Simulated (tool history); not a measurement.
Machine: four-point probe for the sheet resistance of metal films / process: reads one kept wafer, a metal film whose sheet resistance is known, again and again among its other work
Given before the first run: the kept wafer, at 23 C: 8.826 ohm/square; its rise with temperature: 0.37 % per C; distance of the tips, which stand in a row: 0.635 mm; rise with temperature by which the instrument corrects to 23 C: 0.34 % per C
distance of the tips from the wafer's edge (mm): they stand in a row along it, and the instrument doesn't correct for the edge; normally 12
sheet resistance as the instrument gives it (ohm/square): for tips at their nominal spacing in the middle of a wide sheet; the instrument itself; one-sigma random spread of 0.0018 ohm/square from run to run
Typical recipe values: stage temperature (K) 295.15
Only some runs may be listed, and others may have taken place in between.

run	hour	stage temperature (K)	distance of the tips from the wafer's edge (mm)	sheet resistance as the instrument gives it (ohm/square)
1	0.0	295.15	12	8.837882
2	73.0	293.15	12	8.832288
3	118.5	303.15	12	8.853058
4	157.4	303.15	49	8.841310
5	197.4	294.15	12	8.835844
6	281.2	294.15	12	8.833049
7	365.7	295.15	12	8.835264
8	437.3	295.15	12	8.838472
9	495.3	295.15	12	8.836660
10	556.5	295.15	12	8.832814
11	638.6	295.15	12	8.834632
12	716.0	295.15	12	8.836672
13	804.5	295.15	12	8.834970
14	870.6	299.15	12	8.846245
15	946.2	299.15	12	8.844638
16	1000.4	307.15	12	8.866800
17	1065.5	308.15	10	8.873579
18	1141.8	308.15	10	8.872823
19	1188.5	297.15	40	8.830941
20	1265.1	295.15	12	8.837202
21	1307.1	306.15	33	8.850424
22	1346.5	304.15	6	8.897331
23	1406.9	298.15	14	8.839610
24	1456.9	304.15	61	8.844482
25	1515.6	292.15	11	8.831694
26	1573.4	306.15	3	9.059200
27	1634.0	306.15	3	9.058434
28	1716.3	295.15	4	8.941732
29	1774.3	295.15	4	8.940908
30	1824.1	296.15	15	8.835052
31	1886.1	292.15	60	8.818539
32	1926.8	292.15	60	8.814048

Between the runs listed above, the log contained 2 entries, not reproduced here. Where in the sequence does each belong, and how does what the log doesn't record of the tool's condition differ from the listed run before to the listed run after?
After run 5, before run 6: stage's thermometer calibrated (hour 249.8)
  no hidden state differs between the two runs
After run 14, before run 15: new probe head fitted (hour 918.7)
  inner tips' distance over the nominal, %: -0.007 -> -0.003; tips' flats over new ones', %: 1 -> 0

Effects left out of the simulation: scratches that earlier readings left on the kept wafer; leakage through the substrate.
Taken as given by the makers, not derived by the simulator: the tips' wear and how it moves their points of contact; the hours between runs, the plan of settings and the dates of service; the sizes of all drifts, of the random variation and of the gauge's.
